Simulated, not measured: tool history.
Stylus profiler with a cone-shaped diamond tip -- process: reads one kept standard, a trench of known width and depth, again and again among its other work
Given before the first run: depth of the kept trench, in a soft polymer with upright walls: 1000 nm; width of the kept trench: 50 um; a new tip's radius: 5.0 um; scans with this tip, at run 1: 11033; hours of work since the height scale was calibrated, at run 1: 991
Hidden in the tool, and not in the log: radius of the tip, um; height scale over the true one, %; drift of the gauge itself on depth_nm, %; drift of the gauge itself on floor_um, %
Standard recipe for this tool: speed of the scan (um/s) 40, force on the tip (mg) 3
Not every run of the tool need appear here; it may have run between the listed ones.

run,hour,speed of the scan (um/s),force on the tip (mg),scans with this tip,hours of work since the height scale was calibrated,depth of the trench (Å),width of the trench's floor (µm)
1,0,40,3,11033,991,10139.7,39.61
2,60.5,40,3,11340,1019,10143.5,39.63
# hour 134.9: new tip fitted, height scale calibrated
3,165.7,40,3,156,14,10146.5,43.66
4,244,13,3,554,50,10149.2,43.67
5,338.7,40,6.94,1035,93,10259.2,43.34
6,429,40,6.94,1494,134,10258.3,43.18
7,548.3,40,6.94,2100,189,10253.5,42.87
8,649.7,40,3,2615,235,10138.1,42.67
9,755.5,40,3,3153,283,10145,42.39
10,842.4,40,3,3594,323,10142.5,42.2
11,918.5,40,3,3980,358,10142.5,42.09
12,1016.7,40,3,4479,403,10139,41.83
13,1112.4,40,3,4965,446,10141.4,41.59
14,1169.6,40,3,5256,472,10137.9,41.57
15,1222.1,40,3,5523,496,10134.9,41.52
16,1310.8,40,3,5973,537,10138.5,41.31
17,1407.7,40,3,6465,581,10139.6,41.11
18,1484.5,40,2.82,6856,616,10130.4,41.03
19,1603.3,40,2.82,7459,670,10134.9,40.82
20,1701.1,68,2.82,7956,715,10128.5,40.54
21,1789.7,40,4.75,8406,755,10193.1,40.63
22,1916.3,40,8.57,9049,813,10284.3,40.35
23,2015.7,40,8.57,9554,859,10284.1,40.19
24,2084.3,40,1.64,9902,890,10084.9,39.98
25,2138.7,50,6.28,10179,915,10229.1,39.99
26,2243,146,1.03,10709,962,10055.3,38.94
27,2333.7,111,1.03,11169,1004,10057.9,39
28,2395.2,11,3,11482,1032,10127.7,39.65
# hour 2433.6: new tip fitted, height scale calibrated
29,2481.1,11,3,241,22,10146.4,43.8
30,2560.3,66,1.42,643,58,10083.7,43.3
31,2656.9,66,1.42,1134,102,10084,43.06
32,2723.8,13,2.12,1474,132,10114.4,43.22
33,2816.3,109,7.46,1944,175,10270.3,42.78
34,2875,13,3,2242,201,10147,42.89
35,2970.2,13,3,2725,245,10145,42.7
36,3053.1,45,3.37,3146,283,10155.2,42.4
37,3150.4,117,5.74,3641,327,10222.8,41.99
38,3257.1,117,5.74,4183,376,10225.8,41.79
39,3367.5,26,1.65,4744,426,10095.6,41.75
40,3445,26,1.65,5137,462,10088.3,41.6
41,3568.5,12,4.23,5765,518,10178.7,41.45
42,3634.5,40,2.39,6100,548,10118.2,41.23
43,3741.4,17,3,6643,597,10140.6,41.1
44,3842.8,17,3,7158,643,10137,40.98
45,3936.2,17,2.66,7633,686,10123.2,40.86
46,4004.9,17,7.63,7982,717,10266.9,40.73

4 ways to go on from here, each from the tool as it stands after run 46. What would each give?
A,4092.8,16,3,8428,757,?,?
B,4092.8,51,6.55,8428,757,?,?
C,4092.8,150,7.63,8428,757,?,?
D,4092.8,81,1.56,8428,757,?,?

run,depth of the trench (Å),width of the trench's floor (µm)
A,10134.4,40.52
B,10234.6,40.45
C,10268.7,40.24
D,10079.5,40.18
With no hidden state in the tool, these same runs would have given:
run,depth of the trench (Å),width of the trench's floor (µm)
A,10148,43.9
B,10248.4,43.83
C,10282.5,43.62
D,10093,43.56
